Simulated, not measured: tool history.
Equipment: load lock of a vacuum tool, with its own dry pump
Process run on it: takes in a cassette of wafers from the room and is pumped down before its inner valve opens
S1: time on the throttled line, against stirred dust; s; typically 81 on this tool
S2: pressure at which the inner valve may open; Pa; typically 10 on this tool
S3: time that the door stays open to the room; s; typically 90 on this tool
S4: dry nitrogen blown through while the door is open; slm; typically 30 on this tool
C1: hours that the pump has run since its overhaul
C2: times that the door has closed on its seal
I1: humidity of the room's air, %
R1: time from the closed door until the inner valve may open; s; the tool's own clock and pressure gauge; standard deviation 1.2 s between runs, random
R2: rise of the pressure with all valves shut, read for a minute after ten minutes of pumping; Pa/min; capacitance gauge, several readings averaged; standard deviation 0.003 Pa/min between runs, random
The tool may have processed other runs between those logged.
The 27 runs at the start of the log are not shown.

Run 28, hour 2057: usual settings but S1 61 s, S2 8 Pa, S3 30 s, S4 40 slm; C1 2057; C2 25219; I1 44.3. Result: R1 175.4 s, R2 0.02 Pa/min.
Run 29, hour 2144.6: usual settings but S1 107 s, S2 12 Pa, S3 38 s, S4 27 slm; C1 2145; C2 25593; I1 44.1. Result: R1 208.5 s, R2 0.024 Pa/min.
Run 30, hour 2236.9: usual settings but S1 135 s; C1 2237; C2 25988; I1 46. Result: R1 231.8 s, R2 0.044 Pa/min.
Run 31, hour 2300.1: usual settings but S1 99 s, S2 15 Pa; C1 2300; C2 26258; I1 44.8. Result: R1 195.7 s, R2 0.048 Pa/min.
Run 32, hour 2387.5: usual settings but S1 99 s, S2 15 Pa; C1 2387; C2 26631; I1 42.3. Result: R1 199.3 s, R2 0.045 Pa/min.
Run 33, hour 2485.2: usual settings but S1 99 s, S2 15 Pa; C1 2485; C2 27049; I1 48.3. Result: R1 197.9 s, R2 0.048 Pa/min.
Run 34, hour 2534.2: usual settings but S2 18 Pa, S3 170 s; C1 2534; C2 27258; I1 44.3. Result: R1 181.1 s, R2 0.067 Pa/min.
Run 35, hour 2606.2: usual settings but S2 18 Pa, S3 170 s; C1 2606; C2 27566; I1 45.4. Result: R1 180.1 s, R2 0.065 Pa/min.
Run 36, hour 2655.7: usual settings but S1 44 s, S2 11 Pa, S3 61 s; C1 2656; C2 27777; I1 45.3. Result: R1 159.2 s, R2 0.041 Pa/min.
Run 37, hour 2741.8: usual settings but S1 43 s, S2 11 Pa, S3 121 s; C1 2742; C2 28145; I1 46.2. Result: R1 159.1 s, R2 0.059 Pa/min.

What if the next run were any one of these 3? Each begins from the tool's condition after run 37:
Run A, hour 2839.9: usual settings but S1 134 s, S3 227 s; C1 2840; C2 28564; I1 43.4. Result: R1 ?, R2 ?.
Run B, hour 2839.9: usual settings but S1 43 s, S2 11 Pa, S3 121 s, S4 40 slm; C1 2840; C2 28564; I1 43.6. Result: R1 ?, R2 ?.
Run C, hour 2839.9: usual settings but S1 41 s; C1 2840; C2 28564; I1 46.3. Result: R1 ?, R2 ?.

run     R1     R2
  A  231.5  0.076
  B  157.4  0.046
  C  161.7  0.047
Without the tool's unlogged condition, the same runs would have read:
run     R1     R2
  A  231.5  0.075
  B  157.3  0.045
  C  161.6  0.047

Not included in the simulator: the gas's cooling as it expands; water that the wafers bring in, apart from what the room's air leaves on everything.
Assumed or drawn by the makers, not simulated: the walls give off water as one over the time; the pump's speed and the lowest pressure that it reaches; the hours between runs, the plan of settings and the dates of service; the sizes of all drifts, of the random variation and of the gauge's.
